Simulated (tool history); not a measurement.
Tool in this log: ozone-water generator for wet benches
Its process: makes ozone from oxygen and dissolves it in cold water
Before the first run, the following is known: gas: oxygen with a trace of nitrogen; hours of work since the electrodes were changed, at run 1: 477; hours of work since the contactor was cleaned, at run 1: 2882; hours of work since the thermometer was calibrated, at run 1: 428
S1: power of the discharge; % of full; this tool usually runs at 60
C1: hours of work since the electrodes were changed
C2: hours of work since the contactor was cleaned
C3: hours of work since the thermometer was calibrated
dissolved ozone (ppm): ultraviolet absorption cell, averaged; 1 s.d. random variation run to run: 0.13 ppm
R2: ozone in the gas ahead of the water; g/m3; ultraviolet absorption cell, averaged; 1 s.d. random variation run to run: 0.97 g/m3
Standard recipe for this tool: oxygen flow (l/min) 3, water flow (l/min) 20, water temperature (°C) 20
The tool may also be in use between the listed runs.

{"run": 1, "day": 0.0, "S1": 60, "oxygen flow (l/min)": 3, "water flow (l/min)": 20, "water temperature (°C)": 20, "C1": 477, "C2": 2882, "C3": 428, "dissolved ozone (ppm)": 13.5, "R2": 163.6}
{"run": 2, "day": 0.792, "S1": 60, "oxygen flow (l/min)": 3, "water flow (l/min)": 20, "water temperature (°C)": 20, "C1": 490, "C2": 2895, "C3": 441, "dissolved ozone (ppm)": 13.8, "R2": 165.5}
{"run": 3, "day": 2.371, "S1": 60, "oxygen flow (l/min)": 3, "water flow (l/min)": 20, "water temperature (°C)": 20, "C1": 516, "C2": 2920, "C3": 466, "dissolved ozone (ppm)": 13.2, "R2": 163.4}
{"run": 4, "day": 3.112, "S1": 60, "oxygen flow (l/min)": 3, "water flow (l/min)": 20, "water temperature (°C)": 20, "C1": 528, "C2": 2933, "C3": 479, "dissolved ozone (ppm)": 13.3, "R2": 166.1}
{"run": 5, "day": 4.867, "S1": 60, "oxygen flow (l/min)": 4.17, "water flow (l/min)": 20, "water temperature (°C)": 20, "C1": 556, "C2": 2961, "C3": 507, "dissolved ozone (ppm)": 13.6, "R2": 135.1}
{"run": 6, "day": 6.079, "S1": 60, "oxygen flow (l/min)": 4.17, "water flow (l/min)": 20, "water temperature (°C)": 15, "C1": 576, "C2": 2981, "C3": 527, "dissolved ozone (ppm)": 14.5, "R2": 135}
{"run": 7, "day": 7.321, "S1": 60, "oxygen flow (l/min)": 4.17, "water flow (l/min)": 20, "water temperature (°C)": 15, "C1": 597, "C2": 3001, "C3": 547, "dissolved ozone (ppm)": 14.5, "R2": 134.5}
{"run": 8, "day": 8.471, "S1": 58, "oxygen flow (l/min)": 3, "water flow (l/min)": 20, "water temperature (°C)": 16, "C1": 615, "C2": 3020, "C3": 566, "dissolved ozone (ppm)": 13.6, "R2": 160.3}
{"run": 9, "day": 9.354, "S1": 58, "oxygen flow (l/min)": 3, "water flow (l/min)": 12, "water temperature (°C)": 21, "C1": 630, "C2": 3035, "C3": 581, "dissolved ozone (ppm)": 19.3, "R2": 159.3}
{"run": 10, "day": 10.971, "S1": 58, "oxygen flow (l/min)": 3, "water flow (l/min)": 12, "water temperature (°C)": 21, "C1": 656, "C2": 3061, "C3": 607, "dissolved ozone (ppm)": 19.4, "R2": 160.8}

Each row is a separate what-if for the run after 10, all from the same tool condition, not one after another. Results?
{"run": "A", "day": 12.367, "S1": 57, "oxygen flow (l/min)": 3, "water flow (l/min)": 27, "water temperature (°C)": 21, "C1": 679, "C2": 3084, "C3": 630, "dissolved ozone (ppm)": "?", "R2": "?"}
{"run": "B", "day": 12.367, "S1": 60, "oxygen flow (l/min)": 2.83, "water flow (l/min)": 20, "water temperature (°C)": 20, "C1": 679, "C2": 3084, "C3": 630, "dissolved ozone (ppm)": "?", "R2": "?"}
{"run": "C", "day": 12.367, "S1": 98, "oxygen flow (l/min)": 3, "water flow (l/min)": 20, "water temperature (°C)": 20, "C1": 679, "C2": 3084, "C3": 630, "dissolved ozone (ppm)": "?", "R2": "?"}
{"run": "D", "day": 12.367, "S1": 60, "oxygen flow (l/min)": 5.07, "water flow (l/min)": 16, "water temperature (°C)": 20, "C1": 679, "C2": 3084, "C3": 630, "dissolved ozone (ppm)": "?", "R2": "?"}

run=A dissolved_ozone_(ppm)=9.7 R2=157.6
run=B dissolved_ozone_(ppm)=13.1 R2=171.4
run=C dissolved_ozone_(ppm)=18.7 R2=235
run=D dissolved_ozone_(ppm)=15.8 R2=119
Without the tool's hidden state the same runs would have given:
run=A dissolved_ozone_(ppm)=10.2 R2=159.1
run=B dissolved_ozone_(ppm)=13.7 R2=173.1
run=C dissolved_ozone_(ppm)=19.7 R2=238.4
run=D dissolved_ozone_(ppm)=16.4 R2=120.2
